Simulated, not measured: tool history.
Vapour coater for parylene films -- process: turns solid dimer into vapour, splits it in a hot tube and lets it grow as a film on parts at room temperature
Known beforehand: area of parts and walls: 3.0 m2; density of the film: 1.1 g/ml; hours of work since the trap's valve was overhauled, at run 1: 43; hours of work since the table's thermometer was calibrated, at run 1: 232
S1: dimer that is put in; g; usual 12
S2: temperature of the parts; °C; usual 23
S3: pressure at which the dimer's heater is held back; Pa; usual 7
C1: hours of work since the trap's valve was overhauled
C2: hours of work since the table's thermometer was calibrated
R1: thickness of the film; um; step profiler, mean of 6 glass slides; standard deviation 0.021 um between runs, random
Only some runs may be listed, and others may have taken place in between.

run    hour  S1  S2    S3   C1   C2    R1
  1       0  12  23     7   43  232  2.27
  2      71  12  23     7   79  269  2.21
  3   133.1  15  23     7  111  301   2.8
  4   183.7  11  23     7  137  327     2
  5   259.9  11  23  3.87  177  366  2.22
  6   320.7  11  23  3.87  208  397  2.23
  7   379.4  11  23  3.87  238  428  2.14
  8   452.4  11  23  3.87  276  465  2.08
      480.3  -- trap's valve overhauled
  9   496.9  11  23  3.87    9  486  1.87
 10   547.2  12  24     7   35  512   1.7
 11   594.8  12  24     7   59  537  1.66
 12   662.5  12  24     7   94  572  1.64
 13     738  12  24     7  133  611  1.61
 14   789.4  12  24     7  160  637  1.59
 15     847  12  24     7  189  667  1.55
 16   916.8  12  24     7  225  703  1.51
      956.7  -- trap's valve overhauled, once more
 17    1010  12  24     7   28  749  2.28
 18  1048.1  12  24     7   47  769  2.22
 19  1135.5  12  19     7   92  814  2.77
     1221.9  -- table's thermometer calibrated
 20  1224.7  12  19     7  138    1   2.6
 21  1277.1  12  19     7  165   29  2.53
 22    1355  12  23     7  205   69  2.13
 23  1431.7  12  24     7  245  108     2
 24  1492.3  12  24     7  276  140  1.95
     1514.7  -- trap's valve overhauled
 25  1558.7  12  15   6.6   23  172  3.28
 26    1645  12  16     7   67  216  3.06
 27  1697.2  12  16     7   94  243  2.98
 28  1786.4  14  33  2.51  140  289  2.06
 29  1831.9  12  35  6.54  164  313  1.35
 30  1899.2  21  25  2.44  199  348  4.16
 31  1947.8  21  25  2.44  224  373  4.19
 32  1988.8  21  25  2.44  245  394   4.1
     2074.9  -- trap's valve overhauled
 33  2075.1  12  23    12    0  436  2.13
 34  2152.7  12  16     7   40  476   3.1
 35  2212.6  12  16     7   71  507  3.09
 36  2250.3   8  20     7   91  527  1.73
 37    2318  12  30  9.47  126  562  1.58
 38  2393.8  17  16   4.2  165  601  4.61
 39  2481.5   7  32  3.34  210  646  0.98
 40  2531.4   6  33  9.11  236  672  0.67
 41  2601.2   6  17  5.98  272  708  1.41
     2633.1  -- trap's valve overhauled
 42  2667.1  10  17     7   18  740  2.52
 43    2708  10  17     7   39  761  2.54
 44  2751.7   6  33  8.61   61  784  0.71
 45  2806.2  15  17  7.79   89  812  3.67
 46  2855.8  22  17  7.51  115  837  5.42
     2897.8  -- table's thermometer calibrated
 47  2908.8   7  23     7  142    6  1.31
 48  2995.8  12  24  3.51  187   51  2.31

What if the next run were any one of these 3? Each begins from the tool's condition after run 48:
  A  3080.8  12  24  3.86  231  94   ?
  B  3080.8  19  26   9.7  231  94   ?
  C  3080.8  12  26  8.63  231  94   ?

run    R1
  A  2.23
  B  2.69
  C  1.74
With no hidden state in the tool, these same runs would have given:
run    R1
  A  2.49
  B     3
  C  1.94
